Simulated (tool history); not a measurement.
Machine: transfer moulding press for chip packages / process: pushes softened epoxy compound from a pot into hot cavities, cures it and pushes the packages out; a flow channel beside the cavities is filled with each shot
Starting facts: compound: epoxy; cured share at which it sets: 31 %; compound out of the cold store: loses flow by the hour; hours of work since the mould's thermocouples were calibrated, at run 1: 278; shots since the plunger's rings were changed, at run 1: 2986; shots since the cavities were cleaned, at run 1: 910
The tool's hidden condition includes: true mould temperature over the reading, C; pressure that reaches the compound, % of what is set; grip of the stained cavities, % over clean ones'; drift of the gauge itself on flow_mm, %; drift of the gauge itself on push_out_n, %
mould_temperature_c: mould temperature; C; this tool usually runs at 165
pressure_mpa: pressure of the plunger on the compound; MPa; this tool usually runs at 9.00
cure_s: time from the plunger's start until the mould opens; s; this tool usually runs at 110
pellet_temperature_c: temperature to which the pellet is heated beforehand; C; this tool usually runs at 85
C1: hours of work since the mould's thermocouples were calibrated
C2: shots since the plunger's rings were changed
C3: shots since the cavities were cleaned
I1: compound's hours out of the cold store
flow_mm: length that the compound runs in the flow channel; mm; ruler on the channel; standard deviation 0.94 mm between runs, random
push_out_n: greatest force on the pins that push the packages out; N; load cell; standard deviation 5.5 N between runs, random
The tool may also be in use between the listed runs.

{"run": 1, "hour": 0.0, "mould_temperature_c": 165, "pressure_mpa": 9.0, "cure_s": 110, "pellet_temperature_c": 85, "C1": 278, "C2": 2986, "C3": 910, "I1": 18.3, "flow_mm": 534.5, "push_out_n": 179}
{"hour": 5.2, "done": "cavities cleaned with cleaning compound and waxed"}
{"hour": 33.3, "done": "plunger's sealing rings changed"}
{"run": 2, "hour": 71.2, "mould_temperature_c": 163, "pressure_mpa": 9.0, "cure_s": 110, "pellet_temperature_c": 85, "C1": 309, "C2": 306, "C3": 514, "I1": 43.5, "flow_mm": 496.5, "push_out_n": 198}
{"hour": 126.5, "done": "cavities cleaned with cleaning compound and waxed"}
{"run": 3, "hour": 153.6, "mould_temperature_c": 163, "pressure_mpa": 9.0, "cure_s": 94, "pellet_temperature_c": 85, "C1": 347, "C2": 962, "C3": 220, "I1": 29.9, "flow_mm": 519.4, "push_out_n": 241}
{"run": 4, "hour": 232.4, "mould_temperature_c": 165, "pressure_mpa": 9.0, "cure_s": 110, "pellet_temperature_c": 85, "C1": 383, "C2": 1601, "C3": 859, "I1": 38.5, "flow_mm": 499.4, "push_out_n": 180}
{"hour": 242.7, "done": "cavities cleaned with cleaning compound and waxed"}
{"run": 5, "hour": 311.2, "mould_temperature_c": 165, "pressure_mpa": 9.0, "cure_s": 110, "pellet_temperature_c": 76, "C1": 419, "C2": 2227, "C3": 555, "I1": 33.1, "flow_mm": 509.7, "push_out_n": 184}
{"run": 6, "hour": 344.4, "mould_temperature_c": 165, "pressure_mpa": 9.0, "cure_s": 110, "pellet_temperature_c": 76, "C1": 435, "C2": 2496, "C3": 824, "I1": 43.4, "flow_mm": 490.9, "push_out_n": 188}
{"hour": 361.1, "done": "cavities cleaned with cleaning compound and waxed"}
{"run": 7, "hour": 414.6, "mould_temperature_c": 165, "pressure_mpa": 9.0, "cure_s": 110, "pellet_temperature_c": 76, "C1": 467, "C2": 3054, "C3": 434, "I1": 11.9, "flow_mm": 548.2, "push_out_n": 191}
{"hour": 437.6, "done": "plunger's sealing rings changed"}
{"hour": 485.0, "done": "cavities cleaned with cleaning compound and waxed"}
{"run": 8, "hour": 501.2, "mould_temperature_c": 165, "pressure_mpa": 9.0, "cure_s": 110, "pellet_temperature_c": 76, "C1": 505, "C2": 504, "C3": 131, "I1": 20.1, "flow_mm": 532.7, "push_out_n": 184}
{"run": 9, "hour": 573.5, "mould_temperature_c": 165, "pressure_mpa": 9.0, "cure_s": 110, "pellet_temperature_c": 85, "C1": 539, "C2": 1090, "C3": 717, "I1": 12.9, "flow_mm": 546.7, "push_out_n": 188}
{"hour": 602.1, "done": "cavities cleaned with cleaning compound and waxed"}
{"run": 10, "hour": 620.6, "mould_temperature_c": 165, "pressure_mpa": 9.0, "cure_s": 110, "pellet_temperature_c": 85, "C1": 560, "C2": 1460, "C3": 150, "I1": 22.6, "flow_mm": 526.1, "push_out_n": 185}
{"run": 11, "hour": 670.4, "mould_temperature_c": 165, "pressure_mpa": 9.0, "cure_s": 110, "pellet_temperature_c": 85, "C1": 584, "C2": 1863, "C3": 553, "I1": 21.3, "flow_mm": 530.4, "push_out_n": 197}
{"run": 12, "hour": 703.8, "mould_temperature_c": 165, "pressure_mpa": 9.48, "cure_s": 110, "pellet_temperature_c": 85, "C1": 599, "C2": 2134, "C3": 824, "I1": 45.4, "flow_mm": 501.6, "push_out_n": 189}
{"hour": 719.2, "done": "cavities cleaned with cleaning compound and waxed"}
{"run": 13, "hour": 768.3, "mould_temperature_c": 165, "pressure_mpa": 9.48, "cure_s": 110, "pellet_temperature_c": 85, "C1": 629, "C2": 2645, "C3": 398, "I1": 47.3, "flow_mm": 497.3, "push_out_n": 193}
{"run": 14, "hour": 808.9, "mould_temperature_c": 165, "pressure_mpa": 9.48, "cure_s": 110, "pellet_temperature_c": 85, "C1": 647, "C2": 2974, "C3": 727, "I1": 27.6, "flow_mm": 532.2, "push_out_n": 180}
{"hour": 836.2, "done": "cavities cleaned with cleaning compound and waxed"}
{"hour": 843.7, "done": "plunger's sealing rings changed"}
{"hour": 861.4, "done": "mould's thermocouples calibrated"}
{"run": 15, "hour": 896.0, "mould_temperature_c": 159, "pressure_mpa": 9.48, "cure_s": 110, "pellet_temperature_c": 85, "C1": 16, "C2": 408, "C3": 447, "I1": 39.0, "flow_mm": 532.2, "push_out_n": 248}
{"hour": 958.1, "done": "cavities cleaned with cleaning compound and waxed"}
{"run": 16, "hour": 967.3, "mould_temperature_c": 161, "pressure_mpa": 6.95, "cure_s": 110, "pellet_temperature_c": 85, "C1": 49, "C2": 974, "C3": 74, "I1": 12.0, "flow_mm": 492.7, "push_out_n": 226}
{"run": 17, "hour": 1038.3, "mould_temperature_c": 161, "pressure_mpa": 6.95, "cure_s": 110, "pellet_temperature_c": 85, "C1": 82, "C2": 1550, "C3": 650, "I1": 27.9, "flow_mm": 466.2, "push_out_n": 211}
{"hour": 1076.9, "done": "cavities cleaned with cleaning compound and waxed"}
{"run": 18, "hour": 1085.7, "mould_temperature_c": 165, "pressure_mpa": 9.16, "cure_s": 110, "pellet_temperature_c": 85, "C1": 103, "C2": 1922, "C3": 72, "I1": 25.8, "flow_mm": 526.4, "push_out_n": 188}
{"run": 19, "hour": 1133.4, "mould_temperature_c": 165, "pressure_mpa": 9.15, "cure_s": 104, "pellet_temperature_c": 84, "C1": 125, "C2": 2309, "C3": 459, "I1": 32.3, "flow_mm": 514.0, "push_out_n": 196}
{"hour": 1192.4, "done": "cavities cleaned with cleaning compound and waxed"}
{"run": 20, "hour": 1213.3, "mould_temperature_c": 165, "pressure_mpa": 9.15, "cure_s": 104, "pellet_temperature_c": 84, "C1": 162, "C2": 2944, "C3": 169, "I1": 19.4, "flow_mm": 537.7, "push_out_n": 197}
{"hour": 1249.0, "done": "plunger's sealing rings changed"}
{"run": 21, "hour": 1282.5, "mould_temperature_c": 164, "pressure_mpa": 9.06, "cure_s": 121, "pellet_temperature_c": 76, "C1": 193, "C2": 272, "C3": 710, "I1": 11.2, "flow_mm": 554.8, "push_out_n": 181}
{"hour": 1312.1, "done": "cavities cleaned with cleaning compound and waxed"}
{"run": 22, "hour": 1343.0, "mould_temperature_c": 166, "pressure_mpa": 10.74, "cure_s": 108, "pellet_temperature_c": 84, "C1": 220, "C2": 750, "C3": 250, "I1": 13.6, "flow_mm": 590.7, "push_out_n": 190}
{"run": 23, "hour": 1411.4, "mould_temperature_c": 163, "pressure_mpa": 10.74, "cure_s": 108, "pellet_temperature_c": 84, "C1": 252, "C2": 1305, "C3": 805, "I1": 17.1, "flow_mm": 595.1, "push_out_n": 202}
{"hour": 1430.8, "done": "cavities cleaned with cleaning compound and waxed"}
{"run": 24, "hour": 1462.5, "mould_temperature_c": 169, "pressure_mpa": 9.0, "cure_s": 139, "pellet_temperature_c": 81, "C1": 275, "C2": 1707, "C3": 257, "I1": 47.3, "flow_mm": 475.5, "push_out_n": 188}

The next listed run, before its measurement:
{"run": 25, "hour": 1522.2, "mould_temperature_c": 169, "pressure_mpa": 9.0, "cure_s": 139, "pellet_temperature_c": 81, "C1": 303, "C2": 2191, "C3": 741, "I1": 37.4, "flow_mm": "?", "push_out_n": "?"}

flow_mm: 489.4 mm
push_out_n: 181 N
With no hidden state in the tool, this same run would have given flow_mm 489.5 mm, push_out_n 180 N.

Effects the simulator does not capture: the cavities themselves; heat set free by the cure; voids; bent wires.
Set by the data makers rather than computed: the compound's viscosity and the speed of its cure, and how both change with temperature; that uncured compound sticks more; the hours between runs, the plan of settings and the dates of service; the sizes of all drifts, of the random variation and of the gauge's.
